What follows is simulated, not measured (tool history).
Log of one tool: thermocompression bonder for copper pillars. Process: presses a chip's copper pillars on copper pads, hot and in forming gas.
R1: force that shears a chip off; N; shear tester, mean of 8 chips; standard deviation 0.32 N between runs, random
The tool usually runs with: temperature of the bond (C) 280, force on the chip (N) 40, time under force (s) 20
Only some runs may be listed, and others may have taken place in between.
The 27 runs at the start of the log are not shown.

{"run": 28, "day": 21.438, "temperature of the bond (C)": 250, "force on the chip (N)": 40, "time under force (s)": 16, "R1": 39.1}
{"run": 29, "day": 22.392, "temperature of the bond (C)": 299, "force on the chip (N)": 40, "time under force (s)": 16, "R1": 63.1}
{"run": 30, "day": 23.383, "temperature of the bond (C)": 299, "force on the chip (N)": 40, "time under force (s)": 16, "R1": 62.8}
{"day": 23.979, "done": "heater calibrated with a thermocouple chip"}
{"run": 31, "day": 24.021, "temperature of the bond (C)": 280, "force on the chip (N)": 37, "time under force (s)": 12, "R1": 41.8}
{"run": 32, "day": 24.567, "temperature of the bond (C)": 280, "force on the chip (N)": 33, "time under force (s)": 54, "R1": 60.8}
{"run": 33, "day": 25.258, "temperature of the bond (C)": 283, "force on the chip (N)": 27, "time under force (s)": 24, "R1": 44.3}
{"run": 34, "day": 26.262, "temperature of the bond (C)": 283, "force on the chip (N)": 39, "time under force (s)": 14, "R1": 46.6}
{"run": 35, "day": 27.196, "temperature of the bond (C)": 279, "force on the chip (N)": 56, "time under force (s)": 26, "R1": 63.7}
{"run": 36, "day": 27.75, "temperature of the bond (C)": 275, "force on the chip (N)": 40, "time under force (s)": 24, "R1": 50.8}
{"run": 37, "day": 28.554, "temperature of the bond (C)": 290, "force on the chip (N)": 31, "time under force (s)": 36, "R1": 57.8}
{"run": 38, "day": 29.312, "temperature of the bond (C)": 290, "force on the chip (N)": 31, "time under force (s)": 12, "R1": 40.9}
{"run": 39, "day": 29.825, "temperature of the bond (C)": 261, "force on the chip (N)": 33, "time under force (s)": 22, "R1": 37.6}
{"run": 40, "day": 30.742, "temperature of the bond (C)": 296, "force on the chip (N)": 47, "time under force (s)": 20, "R1": 61.8}
{"run": 41, "day": 31.608, "temperature of the bond (C)": 266, "force on the chip (N)": 40, "time under force (s)": 20, "R1": 44.5}

3 ways to go on from here, each from the tool as it stands after run 41. What would each give?
{"run": "A", "day": 32.388, "temperature of the bond (C)": 280, "force on the chip (N)": 40, "time under force (s)": 18, "R1": "?"}
{"run": "B", "day": 32.388, "temperature of the bond (C)": 284, "force on the chip (N)": 41, "time under force (s)": 26, "R1": "?"}
{"run": "C", "day": 32.388, "temperature of the bond (C)": 260, "force on the chip (N)": 40, "time under force (s)": 29, "R1": "?"}

run=A R1=49.3
run=B R1=57.4
run=C R1=46.4
Stripped of hidden state, with their random variation kept, the same runs would have yielded:
run=A R1=50.2
run=B R1=58.8
run=C R1=47.0
